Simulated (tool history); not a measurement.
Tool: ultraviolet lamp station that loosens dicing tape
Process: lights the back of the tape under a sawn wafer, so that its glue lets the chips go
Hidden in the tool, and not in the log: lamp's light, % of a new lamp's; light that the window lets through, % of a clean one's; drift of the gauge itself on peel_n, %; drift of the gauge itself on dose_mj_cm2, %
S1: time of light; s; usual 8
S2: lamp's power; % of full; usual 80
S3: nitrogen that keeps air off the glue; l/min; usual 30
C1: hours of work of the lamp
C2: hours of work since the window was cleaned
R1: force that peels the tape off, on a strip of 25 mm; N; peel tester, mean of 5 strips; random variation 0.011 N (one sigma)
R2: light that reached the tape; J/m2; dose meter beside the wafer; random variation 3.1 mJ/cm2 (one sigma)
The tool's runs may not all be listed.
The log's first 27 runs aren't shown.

| run | hour | S1 | S2 | S3 | C1 | C2 | R1 | R2 |
|---|---|---|---|---|---|---|---|---|
| 28 | 315.0 | 12 | 91 | 14 | 509 | 182 | 0.368 | 8130 |
| 29 | 325.2 | 12 | 91 | 14 | 515 | 188 | 0.361 | 8030 |
| 30 | 339.4 | 12 | 91 | 14 | 524 | 197 | 0.364 | 8170 |
| 31 | 354.9 | 12 | 66 | 36 | 533 | 207 | 0.349 | 5880 |
| 32 | 364.7 | 12 | 66 | 36 | 539 | 213 | 0.352 | 5910 |
| 33 | 379.0 | 12 | 93 | 23 | 548 | 222 | 0.272 | 8260 |
| 34 | 395.4 | 12 | 93 | 23 | 558 | 232 | 0.288 | 8340 |
| 35 | 406.0 | 8 | 76 | 31 | 565 | 239 | 0.570 | 4510 |
| 36 | 414.9 | 6 | 97 | 31 | 571 | 244 | 0.598 | 4340 |

Forecast each of these 4 alternatives for the next run:
| A | 426.6 | 4 | 90 | 30 | 578 | 251 | ? | ? |
| B | 426.6 | 7 | 75 | 9 | 578 | 251 | ? | ? |
| C | 426.6 | 12 | 85 | 27 | 578 | 251 | ? | ? |
| D | 426.6 | 12 | 84 | 11 | 578 | 251 | ? | ? |

| run | R1 | R2 |
|---|---|---|
| A | 1.352 | 2680 |
| B | 1.528 | 3860 |
| C | 0.291 | 7520 |
| D | 0.465 | 7540 |
Without the tool's hidden state the same runs would have given:
| run | R1 | R2 |
|---|---|---|
| A | 1.348 | 2680 |
| B | 1.523 | 3860 |
| C | 0.290 | 7540 |
| D | 0.463 | 7560 |
